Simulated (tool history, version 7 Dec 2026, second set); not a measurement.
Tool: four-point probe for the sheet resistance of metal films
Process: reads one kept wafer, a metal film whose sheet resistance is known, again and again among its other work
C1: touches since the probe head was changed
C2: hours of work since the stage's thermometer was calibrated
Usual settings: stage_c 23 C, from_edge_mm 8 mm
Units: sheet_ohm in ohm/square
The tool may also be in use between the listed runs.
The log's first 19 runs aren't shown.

{"run": 20, "hour": 272.6, "stage_c": 22, "from_edge_mm": 14, "C1": 15860, "C2": 8, "sheet_ohm": 0.14127}
{"run": 21, "hour": 293.4, "stage_c": 33, "from_edge_mm": 22, "C1": 16191, "C2": 17, "sheet_ohm": 0.141851}
{"run": 22, "hour": 311.8, "stage_c": 22, "from_edge_mm": 8, "C1": 16483, "C2": 24, "sheet_ohm": 0.1421}
{"hour": 316.1, "done": "stage's thermometer calibrated, once more"}
{"run": 23, "hour": 331.5, "stage_c": 35, "from_edge_mm": 21, "C1": 16788, "C2": 6, "sheet_ohm": 0.142088}
{"run": 24, "hour": 343.5, "stage_c": 35, "from_edge_mm": 21, "C1": 16978, "C2": 11, "sheet_ohm": 0.142068}
{"run": 25, "hour": 355.8, "stage_c": 35, "from_edge_mm": 21, "C1": 17173, "C2": 16, "sheet_ohm": 0.142079}
{"run": 26, "hour": 373.9, "stage_c": 28, "from_edge_mm": 69, "C1": 17462, "C2": 24, "sheet_ohm": 0.14146}
{"run": 27, "hour": 384.4, "stage_c": 32, "from_edge_mm": 35, "C1": 17628, "C2": 28, "sheet_ohm": 0.141764}
{"run": 28, "hour": 394.9, "stage_c": 29, "from_edge_mm": 4, "C1": 17794, "C2": 33, "sheet_ohm": 0.146127}
{"run": 29, "hour": 409.7, "stage_c": 23, "from_edge_mm": 35, "C1": 18030, "C2": 39, "sheet_ohm": 0.141166}
{"run": 30, "hour": 430.5, "stage_c": 24, "from_edge_mm": 75, "C1": 18360, "C2": 47, "sheet_ohm": 0.141158}
{"run": 31, "hour": 442.1, "stage_c": 24, "from_edge_mm": 75, "C1": 18543, "C2": 52, "sheet_ohm": 0.141081}

3 ways to go on from here, each from the tool as it stands after run 31. What would each give?
{"run": "A", "hour": 461.5, "stage_c": 25, "from_edge_mm": 62, "C1": 18851, "C2": 60, "sheet_ohm": "?"}
{"run": "B", "hour": 461.5, "stage_c": 24, "from_edge_mm": 3, "C1": 18851, "C2": 60, "sheet_ohm": "?"}
{"run": "C", "hour": 461.5, "stage_c": 28, "from_edge_mm": 10, "C1": 18851, "C2": 60, "sheet_ohm": "?"}

run=A sheet_ohm=0.141213
run=B sheet_ohm=0.149069
run=C sheet_ohm=0.142111
Without the tool's hidden state the same runs would have given:
run=A sheet_ohm=0.141374
run=B sheet_ohm=0.149239
run=C sheet_ohm=0.142274
